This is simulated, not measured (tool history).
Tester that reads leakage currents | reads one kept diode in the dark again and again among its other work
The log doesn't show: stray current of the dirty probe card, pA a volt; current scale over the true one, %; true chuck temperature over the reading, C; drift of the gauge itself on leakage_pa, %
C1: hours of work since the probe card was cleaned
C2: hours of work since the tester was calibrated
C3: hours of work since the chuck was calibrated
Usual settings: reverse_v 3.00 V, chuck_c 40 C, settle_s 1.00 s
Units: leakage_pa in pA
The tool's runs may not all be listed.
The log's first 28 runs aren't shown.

Run 29, hour 4853.4: usual settings but reverse_v 17.83 V, chuck_c 43 C; C1 467; C2 1188; C3 380. Result: leakage_pa 1677.59 pA.
Run 30, hour 5044.4: usual settings but reverse_v 17.83 V, chuck_c 43 C; C1 595; C2 1316; C3 508. Result: leakage_pa 1697.72 pA.
Run 31, hour 5166.7: usual settings but chuck_c 57 C; C1 677; C2 1398; C3 591. Result: leakage_pa 1680.31 pA.
Run 32, hour 5280.3: usual settings but reverse_v 1.83 V, chuck_c 38 C, settle_s 1.71 s; C1 754; C2 1474; C3 667. Result: leakage_pa 322.54 pA.
Run 33, hour 5395.7: usual settings but reverse_v 9.27 V, settle_s 2.39 s; C1 831; C2 1551; C3 744. Result: leakage_pa 952.70 pA.
Run 34, hour 5573.9: usual settings but chuck_c 54 C; C1 950; C2 1671; C3 864. Result: leakage_pa 1382.97 pA.
Run 35, hour 5720.4: usual settings but reverse_v 7.01 V, chuck_c 27 C; C1 1049; C2 1769; C3 962. Result: leakage_pa 302.34 pA.
Run 36, hour 5951.3: usual settings but reverse_v 6.65 V, chuck_c 25 C, settle_s 0.38 s; C1 1204; C2 1924; C3 1117. Result: leakage_pa 255.78 pA.
Run 37, hour 6153.5: usual settings but reverse_v 1.27 V, chuck_c 38 C, settle_s 1.15 s; C1 1339; C2 2059; C3 1252. Result: leakage_pa 273.58 pA.
Run 38, hour 6264.9: usual settings but reverse_v 1.27 V, chuck_c 38 C, settle_s 1.15 s; C1 1414; C2 2134; C3 1327. Result: leakage_pa 274.51 pA.

4 ways to go on from here, each from the tool as it stands after run 38. What would each give?
At hour 6314.5: chuck's temperature calibrated.
Run A, hour 6403.2: usual settings but reverse_v 1.27 V, chuck_c 28 C, settle_s 1.15 s; C1 1505; C2 2226; C3 59. Result: leakage_pa ?.
At hour 6314.5: chuck's temperature calibrated.
Run B, hour 6403.2: usual settings but reverse_v 1.27 V, chuck_c 52 C, settle_s 1.15 s; C1 1505; C2 2226; C3 59. Result: leakage_pa ?.
At hour 6314.5: chuck's temperature calibrated.
Run C, hour 6403.2: usual settings but reverse_v 3.18 V; C1 1505; C2 2226; C3 59. Result: leakage_pa ?.
At hour 6314.5: chuck's temperature calibrated.
Run D, hour 6403.2: usual settings but reverse_v 3.17 V, chuck_c 43 C, settle_s 0.31 s; C1 1505; C2 2226; C3 59. Result: leakage_pa ?.

run  leakage_pa
  A      119.96
  B      726.75
  C      511.71
  D      644.58
Without the tool's hidden state the same runs would have given:
run  leakage_pa
  A      113.74
  B      702.77
  C      489.99
  D      618.95
